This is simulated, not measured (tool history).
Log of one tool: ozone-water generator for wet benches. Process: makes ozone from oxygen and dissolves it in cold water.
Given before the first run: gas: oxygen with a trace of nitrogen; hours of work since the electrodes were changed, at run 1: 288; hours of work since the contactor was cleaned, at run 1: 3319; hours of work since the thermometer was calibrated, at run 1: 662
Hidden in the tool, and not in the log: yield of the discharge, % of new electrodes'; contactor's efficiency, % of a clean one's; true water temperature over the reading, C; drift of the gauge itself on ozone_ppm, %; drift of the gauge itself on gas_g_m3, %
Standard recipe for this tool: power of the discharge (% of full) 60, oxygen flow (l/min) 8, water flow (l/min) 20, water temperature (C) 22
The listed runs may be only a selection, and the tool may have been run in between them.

run     day  power of the discharge (% of full)  oxygen flow (l/min)  water flow (l/min)  water temperature (C)  hours of work since the electrodes were changed  hours of work since the contactor was cleaned  hours of work since the thermometer was calibrated  dissolved ozone (ppm)  ozone in the gas ahead of the water (g/m3)
  1       0                                  60                    8                  20                     22                                              288                                           3319                                                 662                   22.3                                       164.2
  2   1.271                                  60                    8                  20                     14                                              315                                           3346                                                 689                     26                                       166.3
  3   2.412                                  60                    8                  20                     14                                              340                                           3370                                                 714                   25.9                                       165.9
  4   3.046                                  60                 5.11                  20                     14                                              353                                           3384                                                 727                   25.5                                       203.6
  5   3.921                                  60                    8                  15                     22                                              372                                           3403                                                 746                   26.7                                       164.4
  6   4.758                                  60                    8                  13                     22                                              390                                           3421                                                 764                   28.3                                       164.5
  7   5.858                                  60                    8                  13                     22                                              414                                           3444                                                 788                   28.2                                       164.8
  8   6.979                                  60                    8                  13                     22                                              438                                           3468                                                 812                   28.2                                       165.4
  9   8.208                                  46                    8                  20                     22                                              464                                           3495                                                 838                   17.8                                         133
 10   9.112                                  60                    8                  20                     22                                              483                                           3514                                                 858                   22.4                                       166.5
      9.771  -- contactor cleaned
 11  10.183                                  60                    8                  20                     22                                              503                                              9                                                 877                   22.5                                       165.3
 12  11.371                                  60                    8                  20                     22                                              528                                             34                                                 902                   22.6                                       163.8
 13  12.388                                  60                    8                  20                     22                                              550                                             56                                                 924                   22.3                                       164.7
 14  13.325                                  60                 5.83                  20                     22                                              570                                             76                                                 944                   22.7                                       192.5
 15  13.862                                  60                11.53                  16                     20                                              582                                             88                                                 956                     25                                       135.7
 16  15.112                                  60                12.39                  31                     22                                              609                                            115                                                 983                   16.7                                       134.2
 17  16.225                                  60                12.39                  31                     22                                              633                                            139                                                1007                   16.5                                       132.2
 18   17.25                                  60                12.39                  31                     22                                              655                                            161                                                1029                   16.2                                       133.2
 19  18.492                                  60                 7.81                  20                     22                                              681                                            187                                                1055                   22.5                                       166.9
 20  19.704                                  54                11.59                  18                     18                                              707                                            213                                                1081                   22.5                                       126.6
 21  20.283                                  54                 7.55                  18                     18                                              720                                            226                                                1094                   24.2                                       156.2
 22  21.025                                  71                 7.55                  18                     18                                              735                                            242                                                1110                   29.4                                       194.6

Here are 3 independent what-if runs from the current tool condition. What would each one return?
  A  21.662                                  91                 4.53                  20                     22                                              749                                            255                                                1123                      ?                                           ?
  B  21.662                                  79                    8                  16                     22                                              749                                            255                                                1123                      ?                                           ?
  C  21.662                                  60                11.19                  17                     27                                              749                                            255                                                1123                      ?                                           ?

run  dissolved ozone (ppm)  ozone in the gas ahead of the water (g/m3)
  A                   31.1                                       303.7
  B                   31.3                                       204.5
  C                   20.7                                       139.2
Without the tool's hidden state the same runs would have given:
run  dissolved ozone (ppm)  ozone in the gas ahead of the water (g/m3)
  A                   31.1                                       303.8
  B                   31.3                                       204.5
  C                   20.7                                       139.2
